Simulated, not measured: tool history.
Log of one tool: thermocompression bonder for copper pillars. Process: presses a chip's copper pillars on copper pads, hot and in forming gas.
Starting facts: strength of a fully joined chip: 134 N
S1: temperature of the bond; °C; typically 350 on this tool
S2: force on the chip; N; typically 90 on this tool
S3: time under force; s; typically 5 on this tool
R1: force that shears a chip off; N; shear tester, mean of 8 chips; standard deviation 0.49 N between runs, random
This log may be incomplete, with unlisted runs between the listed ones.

{"run": 1, "day": 0.0, "S1": 350, "S2": 90, "S3": 5, "R1": 60}
{"run": 2, "day": 0.779, "S1": 350, "S2": 127, "S3": 5, "R1": 82.7}
{"run": 3, "day": 2.354, "S1": 350, "S2": 127, "S3": 5, "R1": 82.8}
{"run": 4, "day": 3.704, "S1": 350, "S2": 93, "S3": 5, "R1": 62.3}
{"run": 5, "day": 4.75, "S1": 350, "S2": 93, "S3": 5, "R1": 61.7}
{"run": 6, "day": 6.175, "S1": 350, "S2": 90, "S3": 5, "R1": 60.8}
{"run": 7, "day": 7.662, "S1": 373, "S2": 95, "S3": 14, "R1": 101.8}
{"run": 8, "day": 8.933, "S1": 333, "S2": 91, "S3": 3, "R1": 41.4}
{"run": 9, "day": 10.279, "S1": 333, "S2": 91, "S3": 3, "R1": 41.8}
{"run": 10, "day": 11.2, "S1": 363, "S2": 61, "S3": 6, "R1": 50.1}
{"run": 11, "day": 12.825, "S1": 353, "S2": 54, "S3": 5, "R1": 36.8}

Not shown here: 1 entry made in the log between runs. Locate each between two listed runs and compare the hidden state at the listed run before it with the hidden state at the listed run after it:
Run 8 -> run 9: forming gas filter changed (day 9.179)
  true temperature of the bond over the reading, C: 0.9 -> 1; force that reaches the chip, % of what is set: 104.4 -> 104.5; oxide that the forming gas leaves, % of the face: 4.03 -> 0.78
  measured minus no-state result, R1: +1.1 -> +2.6 N
